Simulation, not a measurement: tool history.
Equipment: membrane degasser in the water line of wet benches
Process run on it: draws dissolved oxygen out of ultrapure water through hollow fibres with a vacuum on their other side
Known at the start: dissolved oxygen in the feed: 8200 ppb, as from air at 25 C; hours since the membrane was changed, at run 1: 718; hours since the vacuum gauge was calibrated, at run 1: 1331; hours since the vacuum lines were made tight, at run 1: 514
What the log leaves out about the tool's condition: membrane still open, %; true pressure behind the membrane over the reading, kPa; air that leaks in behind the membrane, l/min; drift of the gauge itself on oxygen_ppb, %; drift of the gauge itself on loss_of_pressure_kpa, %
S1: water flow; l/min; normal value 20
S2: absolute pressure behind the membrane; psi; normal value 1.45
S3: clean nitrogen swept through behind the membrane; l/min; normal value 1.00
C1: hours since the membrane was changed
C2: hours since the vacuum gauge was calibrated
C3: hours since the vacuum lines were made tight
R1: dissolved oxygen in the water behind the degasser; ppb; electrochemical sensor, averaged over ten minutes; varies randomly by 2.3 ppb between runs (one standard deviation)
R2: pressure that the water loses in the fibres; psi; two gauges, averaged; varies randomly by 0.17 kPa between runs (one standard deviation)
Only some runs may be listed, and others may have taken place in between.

{"run": 1, "hour": 0.0, "S1": 20, "S2": 1.45, "S3": 1.0, "C1": 718, "C2": 1331, "C3": 514, "R1": 316.6, "R2": 4.176}
{"run": 2, "hour": 36.3, "S1": 20, "S2": 1.45, "S3": 1.0, "C1": 755, "C2": 1367, "C3": 551, "R1": 312.0, "R2": 4.121}
{"run": 3, "hour": 69.9, "S1": 20, "S2": 1.45, "S3": 1.0, "C1": 788, "C2": 1401, "C3": 584, "R1": 314.5, "R2": 4.15}
{"run": 4, "hour": 106.2, "S1": 26, "S2": 1.45, "S3": 1.0, "C1": 825, "C2": 1437, "C3": 621, "R1": 423.8, "R2": 5.374}
{"run": 5, "hour": 129.5, "S1": 26, "S2": 1.45, "S3": 1.0, "C1": 848, "C2": 1460, "C3": 644, "R1": 426.9, "R2": 5.401}
{"run": 6, "hour": 168.0, "S1": 20, "S2": 1.45, "S3": 0.73, "C1": 886, "C2": 1499, "C3": 682, "R1": 400.5, "R2": 4.118}
{"run": 7, "hour": 202.4, "S1": 20, "S2": 1.45, "S3": 1.0, "C1": 921, "C2": 1533, "C3": 717, "R1": 312.9, "R2": 4.135}
{"run": 8, "hour": 225.9, "S1": 20, "S2": 1.45, "S3": 1.0, "C1": 944, "C2": 1557, "C3": 740, "R1": 312.9, "R2": 4.167}
{"run": 9, "hour": 257.1, "S1": 20, "S2": 1.45, "S3": 1.0, "C1": 976, "C2": 1588, "C3": 771, "R1": 314.5, "R2": 4.163}
{"run": 10, "hour": 291.4, "S1": 20, "S2": 1.45, "S3": 1.0, "C1": 1010, "C2": 1622, "C3": 806, "R1": 310.8, "R2": 4.16}
{"hour": 293.9, "done": "vacuum gauge calibrated"}
{"run": 11, "hour": 332.5, "S1": 20, "S2": 1.45, "S3": 1.0, "C1": 1051, "C2": 39, "C3": 846, "R1": 313.8, "R2": 4.135}
{"run": 12, "hour": 373.0, "S1": 20, "S2": 1.45, "S3": 1.0, "C1": 1091, "C2": 79, "C3": 887, "R1": 320.8, "R2": 4.136}
{"run": 13, "hour": 415.3, "S1": 20, "S2": 1.45, "S3": 1.0, "C1": 1133, "C2": 121, "C3": 929, "R1": 316.8, "R2": 4.171}
{"run": 14, "hour": 446.0, "S1": 20, "S2": 2.97, "S3": 1.0, "C1": 1164, "C2": 152, "C3": 960, "R1": 733.4, "R2": 4.158}
{"run": 15, "hour": 493.3, "S1": 20, "S2": 1.45, "S3": 1.0, "C1": 1211, "C2": 199, "C3": 1007, "R1": 319.1, "R2": 4.161}
{"hour": 498.4, "done": "vacuum gauge calibrated, once more"}
{"run": 16, "hour": 531.0, "S1": 16, "S2": 1.45, "S3": 1.0, "C1": 1248, "C2": 33, "C3": 1044, "R1": 247.4, "R2": 3.271}
{"run": 17, "hour": 563.7, "S1": 13, "S2": 1.45, "S3": 1.0, "C1": 1281, "C2": 65, "C3": 1077, "R1": 200.6, "R2": 2.686}
{"run": 18, "hour": 607.1, "S1": 22, "S2": 1.45, "S3": 2.36, "C1": 1325, "C2": 109, "C3": 1120, "R1": 176.9, "R2": 4.601}
{"run": 19, "hour": 640.1, "S1": 22, "S2": 1.45, "S3": 2.36, "C1": 1358, "C2": 142, "C3": 1154, "R1": 176.1, "R2": 4.596}
{"run": 20, "hour": 686.4, "S1": 22, "S2": 1.45, "S3": 2.36, "C1": 1404, "C2": 188, "C3": 1200, "R1": 174.5, "R2": 4.56}
{"run": 21, "hour": 728.5, "S1": 16, "S2": 1.41, "S3": 1.04, "C1": 1446, "C2": 230, "C3": 1242, "R1": 226.7, "R2": 3.317}
{"run": 22, "hour": 773.0, "S1": 27, "S2": 2.57, "S3": 2.32, "C1": 1490, "C2": 275, "C3": 1286, "R1": 438.4, "R2": 5.625}
{"run": 23, "hour": 794.0, "S1": 12, "S2": 2.83, "S3": 2.32, "C1": 1511, "C2": 296, "C3": 1307, "R1": 202.9, "R2": 2.426}
{"run": 24, "hour": 818.0, "S1": 12, "S2": 2.83, "S3": 2.32, "C1": 1535, "C2": 320, "C3": 1331, "R1": 204.3, "R2": 2.444}
{"run": 25, "hour": 843.4, "S1": 12, "S2": 2.83, "S3": 0.94, "C1": 1561, "C2": 345, "C3": 1357, "R1": 463.6, "R2": 2.511}
{"run": 26, "hour": 886.6, "S1": 28, "S2": 1.65, "S3": 1.37, "C1": 1604, "C2": 388, "C3": 1400, "R1": 426.7, "R2": 5.829}
{"run": 27, "hour": 916.2, "S1": 28, "S2": 1.65, "S3": 1.37, "C1": 1634, "C2": 418, "C3": 1430, "R1": 435.4, "R2": 5.799}
{"run": 28, "hour": 959.0, "S1": 28, "S2": 1.45, "S3": 2.36, "C1": 1676, "C2": 461, "C3": 1472, "R1": 258.6, "R2": 5.841}
{"run": 29, "hour": 988.5, "S1": 18, "S2": 1.17, "S3": 1.8, "C1": 1706, "C2": 490, "C3": 1502, "R1": 125.2, "R2": 3.712}
{"run": 30, "hour": 1032.2, "S1": 14, "S2": 1.45, "S3": 0.68, "C1": 1750, "C2": 534, "C3": 1546, "R1": 306.5, "R2": 2.924}
{"run": 31, "hour": 1075.4, "S1": 14, "S2": 1.45, "S3": 0.68, "C1": 1793, "C2": 577, "C3": 1589, "R1": 303.7, "R2": 2.905}

Hidden state or all else? Some run-to-run changes of R1, split into what the settings, what came in and random variation would give without the hidden state, and what is left for the hidden state (with any gauge scatter that isn't in both results):
Run 10 -> 11: vacuum gauge calibrated. R1 +3.0 ppb: hidden state +2.4, all else +0.6.
Run 13 -> 14: S2 1.45 -> 2.97. R1 +416.6 ppb: hidden state +0.6, all else +416.0.
Run 14 -> 15: S2 2.97 -> 1.45. R1 -414.3 ppb: hidden state -0.4, all else -413.9.
Run 15 -> 16: S1 20 -> 16, vacuum gauge calibrated, once more. R1 -71.7 ppb: hidden state -7.6, all else -64.1.
Run 21 -> 22: S1 16 -> 27, S2 1.41 -> 2.57, S3 1.04 -> 2.32. R1 +211.7 ppb: hidden state +2.5, all else +209.2.
Run 24 -> 25: S3 2.32 -> 0.94. R1 +259.3 ppb: hidden state +1.0, all else +258.3.
